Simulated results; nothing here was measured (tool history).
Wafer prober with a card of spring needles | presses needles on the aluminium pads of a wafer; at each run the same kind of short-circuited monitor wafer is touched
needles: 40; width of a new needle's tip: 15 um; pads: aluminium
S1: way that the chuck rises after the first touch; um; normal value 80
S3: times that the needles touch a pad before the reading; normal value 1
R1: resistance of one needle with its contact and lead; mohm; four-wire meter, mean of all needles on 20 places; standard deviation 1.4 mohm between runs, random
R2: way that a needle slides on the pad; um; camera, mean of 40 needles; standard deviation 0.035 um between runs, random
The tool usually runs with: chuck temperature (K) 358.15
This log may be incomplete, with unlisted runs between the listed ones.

Run 1, hour 0.0: usual settings. Result: R1 153 mohm, R2 14.67 um.
Run 2, hour 47.8: usual settings. Result: R1 157 mohm, R2 14.69 um.
Run 3, hour 100.1: usual settings but S3 3. Result: R1 155 mohm, R2 14.69 um.
Run 4, hour 151.6: usual settings but S3 2. Result: R1 154 mohm, R2 14.70 um.
Run 5, hour 210.3: usual settings but S3 2. Result: R1 150 mohm, R2 14.65 um.
Run 6, hour 251.6: usual settings but chuck temperature (K) 301.15. Result: R1 148 mohm, R2 14.68 um.
Run 7, hour 322.6: usual settings. Result: R1 158 mohm, R2 14.67 um.
Run 8, hour 414.7: usual settings but chuck temperature (K) 341.15. Result: R1 154 mohm, R2 14.53 um.
Run 9, hour 457.2: usual settings but chuck temperature (K) 381.15. Result: R1 157 mohm, R2 14.49 um.
Run 10, hour 548.8: usual settings but chuck temperature (K) 381.15. Result: R1 159 mohm, R2 14.57 um.
Run 11, hour 633.1: usual settings but chuck temperature (K) 381.15. Result: R1 153 mohm, R2 14.39 um.
Run 12, hour 711.3: usual settings but chuck temperature (K) 329.15. Result: R1 152 mohm, R2 14.46 um.
Run 13, hour 799.0: usual settings but chuck temperature (K) 329.15. Result: R1 150 mohm, R2 14.41 um.
Run 14, hour 886.2: usual settings but chuck temperature (K) 329.15. Result: R1 147 mohm, R2 14.32 um.
Run 15, hour 947.2: usual settings but S1 84 um, chuck temperature (K) 328.15, S3 2. Result: R1 144 mohm, R2 15.11 um.
Run 16, hour 1008.9: usual settings but S1 84 um, chuck temperature (K) 328.15, S3 2. Result: R1 145 mohm, R2 15.09 um.
Run 17, hour 1055.5: usual settings but S1 84 um, chuck temperature (K) 328.15, S3 2. Result: R1 150 mohm, R2 15.02 um.
Run 18, hour 1141.1: usual settings but S1 64 um, chuck temperature (K) 313.15, S3 2. Result: R1 149 mohm, R2 11.79 um.
Run 19, hour 1203.3: usual settings but S1 63 um, chuck temperature (K) 303.15, S3 2. Result: R1 146 mohm, R2 11.63 um.
Run 20, hour 1253.5: usual settings but S1 63 um, chuck temperature (K) 386.15. Result: R1 165 mohm, R2 11.65 um.
Run 21, hour 1294.9: usual settings but S1 63 um, chuck temperature (K) 386.15. Result: R1 161 mohm, R2 11.50 um.
Run 22, hour 1369.0: usual settings but S1 63 um, chuck temperature (K) 386.15. Result: R1 164 mohm, R2 11.57 um.
Run 23, hour 1425.1: usual settings but S1 63 um, chuck temperature (K) 386.15. Result: R1 169 mohm, R2 11.55 um.
Run 24, hour 1484.6: usual settings but S1 63 um, chuck temperature (K) 386.15. Result: R1 165 mohm, R2 11.52 um.
Run 25, hour 1549.3: usual settings but S1 67 um, chuck temperature (K) 391.15, S3 2. Result: R1 161 mohm, R2 12.23 um.
Run 26, hour 1609.0: usual settings but S1 72 um, chuck temperature (K) 353.15. Result: R1 156 mohm, R2 13.17 um.
Run 27, hour 1646.3: usual settings but chuck temperature (K) 323.15. Result: R1 151 mohm, R2 14.65 um.
Run 28, hour 1693.8: usual settings but chuck temperature (K) 323.15. Result: R1 150 mohm, R2 14.63 um.

Taken out of this log: 57 entries between the listed runs. Where each belongs, and how the hidden state differs across it:
In the gap between runs 1 and 2: tips cleaned on abrasive film (hour 25.6)
  debris on the tips, nm: 36.4 -> 74.5; way that the needles fall short of the set height, um: 0.35 -> 0.41; tips' diameter, um: 15.12 -> 15.15
  measured result minus the result with no hidden state, R1: +4 -> +7 mohm; R2: -0.07 -> -0.08 um
In the gap between runs 2 and 3: tips cleaned on abrasive film (hour 54.3); tips cleaned on abrasive film (hour 88.2)
  debris on the tips, nm: 74.5 -> 68.2; way that the needles fall short of the set height, um: 0.41 -> 0.52; tips' diameter, um: 15.15 -> 15.18
  measured result minus the result with no hidden state, R1: +7 -> +2 mohm; R2: -0.08 -> -0.10 um
In the gap between runs 3 and 4: tips cleaned on abrasive film (hour 119.5); tips cleaned on abrasive film (hour 147.9)
  debris on the tips, nm: 68.2 -> 45.1; way that the needles fall short of the set height, um: 0.52 -> 0.64; tips' diameter, um: 15.18 -> 15.22
  measured result minus the result with no hidden state, R1: +2 -> +3 mohm; R2: -0.10 -> -0.12 um
In the gap between runs 4 and 5: tips cleaned on abrasive film (hour 176.3); tips cleaned on abrasive film (hour 207.2)
  debris on the tips, nm: 45.1 -> 35.5; way that the needles fall short of the set height, um: 0.64 -> 0.78; tips' diameter, um: 15.22 -> 15.27
  measured result minus the result with no hidden state, R1: +3 -> +2 mohm; R2: -0.12 -> -0.14 um
In the gap between runs 5 and 6: tips cleaned on abrasive film (hour 236.2)
  debris on the tips, nm: 35.5 -> 67; way that the needles fall short of the set height, um: 0.78 -> 0.84; tips' diameter, um: 15.27 -> 15.29
  measured result minus the result with no hidden state, R1: +2 -> +7 mohm; R2: -0.14 -> -0.15 um
In the gap between runs 6 and 7: tips cleaned on abrasive film (hour 264.4); tips cleaned on abrasive film (hour 296.8)
  debris on the tips, nm: 67 -> 75.5; way that the needles fall short of the set height, um: 0.84 -> 0.94; tips' diameter, um: 15.29 -> 15.33
  measured result minus the result with no hidden state, R1: +7 -> +8 mohm; R2: -0.15 -> -0.17 um
In the gap between runs 7 and 8: tips cleaned on abrasive film (hour 329.7); tips cleaned on abrasive film (hour 360.0); tips cleaned on abrasive film (hour 393.0)
  way that the needles fall short of the set height, um: 0.94 -> 1.1; tips' diameter, um: 15.33 -> 15.39
  measured result minus the result with no hidden state, R1: +8 -> +8 mohm; R2: -0.17 -> -0.21 um
In the gap between runs 8 and 9: tips cleaned on abrasive film (hour 421.8); tips cleaned on abrasive film (hour 451.4)
  debris on the tips, nm: 75.5 -> 46.4; way that the needles fall short of the set height, um: 1.1 -> 1.23; tips' diameter, um: 15.39 -> 15.43
  measured result minus the result with no hidden state, R1: +8 -> +4 mohm; R2: -0.21 -> -0.23 um
In the gap between runs 9 and 10: tips cleaned on abrasive film (hour 482.3); tips cleaned on abrasive film (hour 513.9); tips cleaned on abrasive film (hour 542.6)
  debris on the tips, nm: 46.4 -> 54.7; way that the needles fall short of the set height, um: 1.23 -> 1.39; tips' diameter, um: 15.43 -> 15.49
  measured result minus the result with no hidden state, R1: +4 -> +5 mohm; R2: -0.23 -> -0.26 um
In the gap between runs 10 and 11: tips cleaned on abrasive film (hour 571.5); tips cleaned on abrasive film (hour 603.8); height of the first contact set anew (hour 624.3); tips cleaned on abrasive film (hour 633.1)
  debris on the tips, nm: 54.7 -> 5; way that the needles fall short of the set height, um: 1.39 -> 1.89; tips' diameter, um: 15.49 -> 15.54
  measured result minus the result with no hidden state, R1: +5 -> +0 mohm; R2: -0.26 -> -0.34 um
In the gap between runs 11 and 12: tips cleaned on abrasive film (hour 664.6); tips cleaned on abrasive film (hour 698.7)
  debris on the tips, nm: 5 -> 66.7; way that the needles fall short of the set height, um: 1.89 -> 2.04; tips' diameter, um: 15.54 -> 15.59
  measured result minus the result with no hidden state, R1: +0 -> +6 mohm; R2: -0.34 -> -0.37 um
In the gap between runs 12 and 13: tips cleaned on abrasive film (hour 729.6); tips cleaned on abrasive film (hour 758.9); tips cleaned on abrasive film (hour 791.6)
  debris on the tips, nm: 66.7 -> 61.8; way that the needles fall short of the set height, um: 2.04 -> 2.2; tips' diameter, um: 15.59 -> 15.64
  measured result minus the result with no hidden state, R1: +6 -> +6 mohm; R2: -0.37 -> -0.41 um
In the gap between runs 13 and 14: tips cleaned on abrasive film (hour 820.3); tips cleaned on abrasive film (hour 850.3); tips cleaned on abrasive film (hour 881.2)
  debris on the tips, nm: 61.8 -> 45.3; way that the needles fall short of the set height, um: 2.2 -> 2.41; tips' diameter, um: 15.64 -> 15.72
  measured result minus the result with no hidden state, R1: +6 -> +4 mohm; R2: -0.41 -> -0.45 um
In the gap between runs 14 and 15: tips cleaned on abrasive film (hour 914.9); tips cleaned on abrasive film (hour 945.5)
  debris on the tips, nm: 45.3 -> 22.8; way that the needles fall short of the set height, um: 2.41 -> 2.52; tips' diameter, um: 15.72 -> 15.76
  measured result minus the result with no hidden state, R1: +4 -> +1 mohm; R2: -0.45 -> -0.46 um
In the gap between runs 15 and 16: tips cleaned on abrasive film (hour 976.5); tips cleaned on abrasive film (hour 1008.8)
  debris on the tips, nm: 22.8 -> 7.8; way that the needles fall short of the set height, um: 2.52 -> 2.63; tips' diameter, um: 15.76 -> 15.79
  measured result minus the result with no hidden state, R1: +1 -> +0 mohm; R2: -0.46 -> -0.48 um
In the gap between runs 16 and 17: tips cleaned on abrasive film (hour 1038.1)
  debris on the tips, nm: 7.8 -> 69.7; way that the needles fall short of the set height, um: 2.63 -> 2.68; tips' diameter, um: 15.79 -> 15.81
  measured result minus the result with no hidden state, R1: +0 -> +3 mohm; R2: -0.48 -> -0.49 um
In the gap between runs 17 and 18: tips cleaned on abrasive film (hour 1067.9); height of the first contact set anew, once more (hour 1100.0); tips cleaned on abrasive film (hour 1100.1); tips cleaned on abrasive film (hour 1130.9)
  debris on the tips, nm: 69.7 -> 65; way that the needles fall short of the set height, um: 2.68 -> 0.12; tips' diameter, um: 15.81 -> 15.88
  measured result minus the result with no hidden state, R1: +3 -> +5 mohm; R2: -0.49 -> -0.02 um
In the gap between runs 18 and 19: tips cleaned on abrasive film (hour 1164.2); tips cleaned on abrasive film (hour 1192.2)
  debris on the tips, nm: 65 -> 64.9; way that the needles fall short of the set height, um: 0.12 -> 0.22; tips' diameter, um: 15.88 -> 15.91
  measured result minus the result with no hidden state, R1: +5 -> +5 mohm; R2: -0.02 -> -0.04 um
In the gap between runs 19 and 20: tips cleaned on abrasive film (hour 1225.9)
  debris on the tips, nm: 64.9 -> 76.3; way that the needles fall short of the set height, um: 0.22 -> 0.28; tips' diameter, um: 15.91 -> 15.94
  measured result minus the result with no hidden state, R1: +5 -> +10 mohm; R2: -0.04 -> -0.05 um
In the gap between runs 20 and 21: tips cleaned on abrasive film (hour 1260.6); tips cleaned on abrasive film (hour 1292.0)
  debris on the tips, nm: 76.3 -> 34.8; way that the needles fall short of the set height, um: 0.28 -> 0.38; tips' diameter, um: 15.94 -> 15.97
  measured result minus the result with no hidden state, R1: +10 -> +4 mohm; R2: -0.05 -> -0.07 um
In the gap between runs 21 and 22: tips cleaned on abrasive film (hour 1322.6); tips cleaned on abrasive film (hour 1352.8)
  debris on the tips, nm: 34.8 -> 68; way that the needles fall short of the set height, um: 0.38 -> 0.49; tips' diameter, um: 15.97 -> 16.01
  measured result minus the result with no hidden state, R1: +4 -> +9 mohm; R2: -0.07 -> -0.09 um
In the gap between runs 22 and 23: tips cleaned on abrasive film (hour 1382.5); tips cleaned on abrasive film (hour 1413.3)
  debris on the tips, nm: 68 -> 68.2; way that the needles fall short of the set height, um: 0.49 -> 0.61; tips' diameter, um: 16.01 -> 16.05
  measured result minus the result with no hidden state, R1: +9 -> +10 mohm; R2: -0.09 -> -0.11 um
In the gap between runs 23 and 24: tips cleaned on abrasive film (hour 1444.8); tips cleaned on abrasive film (hour 1473.6)
  debris on the tips, nm: 68.2 -> 66.7; way that the needles fall short of the set height, um: 0.61 -> 0.74; tips' diameter, um: 16.05 -> 16.1
  measured result minus the result with no hidden state, R1: +10 -> +8 mohm; R2: -0.11 -> -0.14 um
In the gap between runs 24 and 25: tips cleaned on abrasive film (hour 1501.9); tips cleaned on abrasive film (hour 1533.1)
  debris on the tips, nm: 66.7 -> 71.3; way that the needles fall short of the set height, um: 0.74 -> 0.85; tips' diameter, um: 16.1 -> 16.13
  measured result minus the result with no hidden state, R1: +8 -> +5 mohm; R2: -0.14 -> -0.16 um
In the gap between runs 25 and 26: tips cleaned on abrasive film (hour 1566.1); tips cleaned on abrasive film (hour 1594.3)
  debris on the tips, nm: 71.3 -> 68.9; way that the needles fall short of the set height, um: 0.85 -> 0.95; tips' diameter, um: 16.13 -> 16.17
  measured result minus the result with no hidden state, R1: +5 -> +8 mohm; R2: -0.16 -> -0.17 um
In the gap between runs 26 and 27: tips cleaned on abrasive film (hour 1624.6)
  debris on the tips, nm: 68.9 -> 74.9; way that the needles fall short of the set height, um: 0.95 -> 1.02; tips' diameter, um: 16.17 -> 16.19
  measured result minus the result with no hidden state, R1: +8 -> +7 mohm; R2: -0.17 -> -0.18 um
In the gap between runs 27 and 28: tips cleaned on abrasive film (hour 1653.3); tips cleaned on abrasive film (hour 1681.6)
  debris on the tips, nm: 74.9 -> 66.8; way that the needles fall short of the set height, um: 1.02 -> 1.11; tips' diameter, um: 16.19 -> 16.23
  measured result minus the result with no hidden state, R1: +7 -> +6 mohm; R2: -0.18 -> -0.21 um
